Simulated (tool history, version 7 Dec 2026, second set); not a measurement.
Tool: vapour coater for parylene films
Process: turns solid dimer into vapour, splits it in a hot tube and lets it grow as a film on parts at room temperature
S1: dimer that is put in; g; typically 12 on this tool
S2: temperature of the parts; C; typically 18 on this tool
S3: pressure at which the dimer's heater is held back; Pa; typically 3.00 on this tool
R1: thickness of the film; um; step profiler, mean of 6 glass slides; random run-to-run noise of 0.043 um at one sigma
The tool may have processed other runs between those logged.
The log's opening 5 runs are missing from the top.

run,hour,S1,S2,S3,R1
6,126.2,16,18,3.00,6.08
7,140.1,12,18,3.00,4.54
8,166.1,12,18,3.00,4.47
9,185.7,12,18,3.00,4.48
10,199.9,12,18,3.00,4.48
11,227.6,12,18,4.82,4.15
12,252.2,12,18,4.82,4.09
13,275.7,12,18,4.82,4.08
# hour 287.4: trap's valve overhauled
14,301.4,12,18,4.82,4.40
15,320.3,12,18,4.82,4.42
16,344.0,12,18,3.00,4.81
17,363.6,13,16,3.00,5.28
18,384.4,13,16,3.00,5.38
19,411.1,16,14,8.00,5.75
20,441.4,16,14,8.00,5.78
21,469.4,16,14,8.00,5.69
22,493.9,16,14,8.00,5.70
23,507.2,5,18,2.61,2.04
24,521.3,12,26,2.07,4.29

Run 25 comes next. What will it give?
25,542.5,12,26,2.07,?

{"run 25": {"R1": 4.27}}
Without the tool's hidden state the same run would have given R1 4.39 um.
